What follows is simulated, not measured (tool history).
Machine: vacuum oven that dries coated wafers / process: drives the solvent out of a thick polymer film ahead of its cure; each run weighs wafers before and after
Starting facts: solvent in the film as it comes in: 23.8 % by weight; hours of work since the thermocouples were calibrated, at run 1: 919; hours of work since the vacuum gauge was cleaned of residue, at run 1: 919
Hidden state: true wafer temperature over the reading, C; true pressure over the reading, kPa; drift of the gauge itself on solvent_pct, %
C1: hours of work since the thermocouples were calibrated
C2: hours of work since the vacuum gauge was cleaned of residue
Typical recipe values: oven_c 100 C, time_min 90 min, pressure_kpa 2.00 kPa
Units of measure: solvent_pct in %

{"run": 1, "hour": 0.0, "oven_c": 100, "time_min": 90, "pressure_kpa": 2.0, "C1": 919, "C2": 919, "solvent_pct": 2.97}
{"run": 2, "hour": 91.1, "oven_c": 100, "time_min": 90, "pressure_kpa": 2.0, "C1": 966, "C2": 966, "solvent_pct": 2.91}
{"run": 3, "hour": 141.3, "oven_c": 100, "time_min": 90, "pressure_kpa": 2.0, "C1": 992, "C2": 992, "solvent_pct": 3.03}
{"run": 4, "hour": 228.2, "oven_c": 100, "time_min": 90, "pressure_kpa": 2.0, "C1": 1038, "C2": 1038, "solvent_pct": 3.06}
{"hour": 330.5, "done": "oven's thermocouples calibrated"}
{"run": 5, "hour": 340.5, "oven_c": 100, "time_min": 90, "pressure_kpa": 2.0, "C1": 5, "C2": 1095, "solvent_pct": 3.04}
{"run": 6, "hour": 423.2, "oven_c": 111, "time_min": 92, "pressure_kpa": 2.0, "C1": 48, "C2": 1138, "solvent_pct": 1.75}
{"run": 7, "hour": 499.6, "oven_c": 111, "time_min": 106, "pressure_kpa": 1.46, "C1": 88, "C2": 1178, "solvent_pct": 1.25}

Run 8 comes next. What will it give?
{"run": 8, "hour": 579.7, "oven_c": 98, "time_min": 69, "pressure_kpa": 1.46, "C1": 130, "C2": 1219, "solvent_pct": "?"}

solvent_pct: 3.57 %
On a tool with no hidden condition, and with the same random variation, this run would have come out at solvent_pct 3.56 %.

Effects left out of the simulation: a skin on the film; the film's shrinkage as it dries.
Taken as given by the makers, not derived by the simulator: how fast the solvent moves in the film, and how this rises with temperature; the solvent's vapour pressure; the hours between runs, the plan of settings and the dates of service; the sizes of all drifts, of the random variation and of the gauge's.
